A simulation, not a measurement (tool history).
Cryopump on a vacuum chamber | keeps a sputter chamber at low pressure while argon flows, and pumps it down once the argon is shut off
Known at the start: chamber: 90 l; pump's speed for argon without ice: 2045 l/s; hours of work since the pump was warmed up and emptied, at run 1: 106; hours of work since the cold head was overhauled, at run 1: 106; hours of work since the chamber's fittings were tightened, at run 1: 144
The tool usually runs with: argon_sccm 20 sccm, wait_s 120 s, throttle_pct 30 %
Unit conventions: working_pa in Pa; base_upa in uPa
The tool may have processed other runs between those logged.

run    hour  argon_sccm  wait_s  throttle_pct  hours of work since the pump was warmed up and emptied  hours of work since the cold head was overhauled  hours of work since the chamber's fittings were tightened  working_pa  base_upa
  1       0          20     120            30                                                     106                                               106                                                        144      0.0561      0.56
  2    43.8          20     120            30                                                     124                                               124                                                        162      0.0558      0.58
  3    79.3          20     120            30                                                     139                                               139                                                        177      0.0556       0.6
  4   111.1          20     120            30                                                     152                                               152                                                        190      0.0564      0.59
  5   144.7          20     120            30                                                     166                                               166                                                        204      0.0559      0.59
  6     205          20     120            30                                                     191                                               191                                                        229      0.0561      0.67
  7   262.1          20     120            30                                                     214                                               214                                                        252      0.0575      0.62
  8   296.2          11     120            30                                                     229                                               229                                                        266      0.0317       0.7
  9   360.4          20     120            30                                                     255                                               255                                                        293      0.0581      0.66
 10   398.3          11     120            30                                                     271                                               271                                                        309      0.0317      0.68
 11   429.4          11     120            30                                                     284                                               284                                                        321      0.0304       0.7
 12   478.5          11     272            30                                                     304                                               304                                                        342       0.031      0.53
 13     531          20     120            30                                                     325                                               325                                                        363      0.0587      0.79
      558.3  -- pump warmed up, emptied and cooled again
 14   594.6          20     120            30                                                      15                                               350                                                        387       0.056       0.7
 15   623.1          20     120            30                                                      27                                               361                                                        399      0.0547       0.7
 16     668          20     120            30                                                      45                                               380                                                        418       0.056      0.72
 17   717.2          20     120            30                                                      66                                               400                                                        438      0.0555      0.71
 18   761.8          26      25            35                                                      84                                               419                                                        456      0.0628      2.14
 19   796.4          18     156            39                                                      98                                               433                                                        471      0.0386      0.65
 20   827.8          22      28            40                                                     111                                               446                                                        484       0.046      1.96
 21   890.5          18     156            30                                                     137                                               472                                                        510      0.0505      0.67
 22   947.2          20      30            24                                                     161                                               495                                                        533      0.0709      1.91
 23   976.5          20      30            24                                                     173                                               507                                                        545      0.0703       1.9
 24    1039          20      30            24                                                     198                                               533                                                        571      0.0703       1.9
 25  1084.2          20      30            24                                                     217                                               552                                                        590      0.0718      1.91
 26    1145          20      30            24                                                     242                                               577                                                        615      0.0701      1.95
 27  1212.3          20      30            24                                                     270                                               605                                                        642      0.0714      1.99
 28  1275.7          20      42            30                                                     296                                               631                                                        669      0.0565      1.58
 29  1313.1          20      42            30                                                     312                                               646                                                        684      0.0575      1.58
 30  1363.6          20      42            30                                                     332                                               667                                                        705      0.0573      1.65
     1372.6  -- pump warmed up, emptied and cooled again
 31  1419.1          20      42            30                                                      19                                               688                                                        726      0.0551       1.5
 32  1457.3          16     168            50                                                      35                                               704                                                        742      0.0274      0.73
 33  1516.1          16     168            50                                                      59                                               728                                                        766      0.0263      0.75
 34  1566.7          16     168            50                                                      80                                               749                                                        787      0.0279      0.81

Measured less the same run without the tool's hidden state. The same run-to-run variation is in both; the gauge's scatter may not be:
What the log doesn't record here: pump's speed, % of a pump's without ice; cold plate's temperature, K; leak into the chamber, uPa l/s; drift of the gauge itself on working_pa, %; drift of the gauge itself on base_upa, %.
run  working_pa  base_upa
  1     +0.0009     +0.08
  2      +0.001     +0.09
  3     +0.0011      +0.1
  4     +0.0012     +0.11
  5     +0.0014     +0.12
  6     +0.0016     +0.13
  7     +0.0018     +0.14
  8     +0.0011     +0.15
  9     +0.0021     +0.18
 10     +0.0012     +0.18
 11     +0.0013     +0.19
 12     +0.0014     +0.21
 13     +0.0028     +0.22
 14     +0.0003     +0.19
 15     +0.0004     +0.19
 16     +0.0005      +0.2
 17     +0.0007     +0.21
 18      +0.001     +0.22
 19     +0.0009     +0.22
 20     +0.0011     +0.24
 21      +0.001     +0.26
 22     +0.0014     +0.28
 23     +0.0015     +0.28
 24     +0.0017     +0.29
 25     +0.0018      +0.3
 26     +0.0021     +0.33
 27     +0.0023     +0.34
 28     +0.0026     +0.36
 29     +0.0027     +0.37
 30     +0.0029      +0.4
 31     +0.0004     +0.33
 32     +0.0004     +0.33
 33     +0.0006     +0.35
 34     +0.0007     +0.35
